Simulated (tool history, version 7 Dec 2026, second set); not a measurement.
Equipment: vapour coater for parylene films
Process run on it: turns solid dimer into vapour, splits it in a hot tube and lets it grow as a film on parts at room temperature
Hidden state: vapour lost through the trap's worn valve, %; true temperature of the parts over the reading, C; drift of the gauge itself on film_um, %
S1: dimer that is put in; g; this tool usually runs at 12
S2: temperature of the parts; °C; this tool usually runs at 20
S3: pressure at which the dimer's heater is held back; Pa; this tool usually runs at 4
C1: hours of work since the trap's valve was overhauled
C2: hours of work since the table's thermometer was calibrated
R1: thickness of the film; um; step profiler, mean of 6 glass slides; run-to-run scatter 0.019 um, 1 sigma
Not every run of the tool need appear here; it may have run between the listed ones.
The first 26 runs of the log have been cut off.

run     day  S1  S2     S3   C1    C2    R1
 27  40.288  21  28  10.12  119  1044   2.6
 28  42.404  21  28  10.12  145  1070  2.57
 29  43.725  17  20   5.09  162  1086   3.1
 30  45.183  12  32   6.83  180  1104  1.19
 31  46.858  11  20      4  200  1125  1.98
 32  48.079  21  18   4.24  215  1140  4.16
 33  49.221  13  16   4.47  229  1154  2.78
     50.183  -- trap's valve overhauled
 34  51.192  18  16    2.2   12  1176  4.43
 35  52.471  18  16    2.2   28  1192  4.41
 36  54.629  10  31   6.86   55  1218  1.11
 37  56.467  10  19   6.86   77  1241  1.93
 38  57.625  16  28      4   91  1255  2.08
 39  59.408  16  28      4  113  1277  2.07
 40  61.054  12  25      4  134  1297   1.7
 41  62.683  12  25      4  154  1317  1.75
 42  63.638  16  22      4  165  1329  2.68
 43   64.95  16  22      4  181  1345  2.65
 44  66.512  12  20    2.8  201  1364   2.2
 45   67.75  12  20    2.8  216  1379  2.17
 46  69.225  12  22   3.23  234  1397  1.95
     69.833  -- trap's valve overhauled
 47  71.321  12  20   7.04   18  1421  2.25

Alternative continuations, all from the tool just after run 47; predict every row:
  A  72.892   6  20     4  38  1440   ?
  B  72.892  12  20  8.95  38  1440   ?
  C  72.892   8  14  5.39  38  1440   ?
  D  72.892   8  20  8.95  38  1440   ?

run    R1
  A   1.2
  B  2.24
  C  2.03
  D  1.51
Without the tool's unlogged condition, the same runs would have read:
run    R1
  A  1.18
  B   2.2
  C     2
  D  1.49
